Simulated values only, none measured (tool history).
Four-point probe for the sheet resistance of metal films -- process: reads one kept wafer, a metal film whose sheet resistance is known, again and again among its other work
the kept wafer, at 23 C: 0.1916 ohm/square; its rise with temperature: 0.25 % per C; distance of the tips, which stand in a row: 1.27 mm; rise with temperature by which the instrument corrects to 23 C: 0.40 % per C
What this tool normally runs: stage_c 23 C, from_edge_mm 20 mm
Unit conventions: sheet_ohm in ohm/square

run,hour,stage_c,from_edge_mm,sheet_ohm
1,0,23,20,0.192318
2,13.9,25,20,0.191685
3,29.6,25,20,0.191812
4,47.9,25,20,0.191756
5,62.2,25,20,0.191812
6,74.2,23,20,0.192354
7,91.7,23,20,0.19229
8,115.8,27,20,0.191163
9,138.1,23,23,0.192247
10,150.5,23,23,0.192306
11,165.6,23,14,0.192775
12,183.1,23,66,0.192024
13,201.1,23,66,0.191993
14,222.1,23,66,0.192024
15,244.4,34,20,0.189432
16,259.9,34,20,0.189473
17,271.2,34,20,0.189485
18,289.2,34,12,0.190178
19,314.4,34,12,0.190229
20,329.4,34,12,0.190173
21,347.4,34,12,0.190233
22,367.6,34,12,0.19021
23,388.5,34,12,0.190221
24,402.3,27,33,0.191115
25,421.4,34,25,0.18932
26,441.6,23,13,0.193003
27,455.3,22,8,0.194894
28,475.6,22,8,0.19495
29,488.6,26,20,0.191649
30,512.7,31,21,0.19029
31,532.7,33,20,0.189838
32,549.4,33,20,0.189825
33,566.9,33,20,0.18984
34,589.3,33,20,0.189821
35,609.3,33,7,0.192753
36,624.8,25,36,0.191752
37,646.7,21,45,0.192803
38,664.4,18,13,0.194541
39,689.6,31,11,0.191376
40,712.5,22,38,0.192558
41,726.8,31,9,0.192073
42,751.8,31,15,0.190798
43,774.2,18,12,0.194781
44,793.6,18,28,0.193881
45,807.2,18,28,0.193875

Predict each of these 4 candidate next runs independently; none follows another, all start after run 45:
A,828.1,29,64,?
B,828.1,18,26,?
C,828.1,25,20,?
D,828.1,20,13,?

run,sheet_ohm
A,0.190708
B,0.193967
C,0.192146
D,0.194057
What these runs would have given with no unlogged condition in the tool:
run,sheet_ohm
A,0.190077
B,0.193322
C,0.19151
D,0.193413
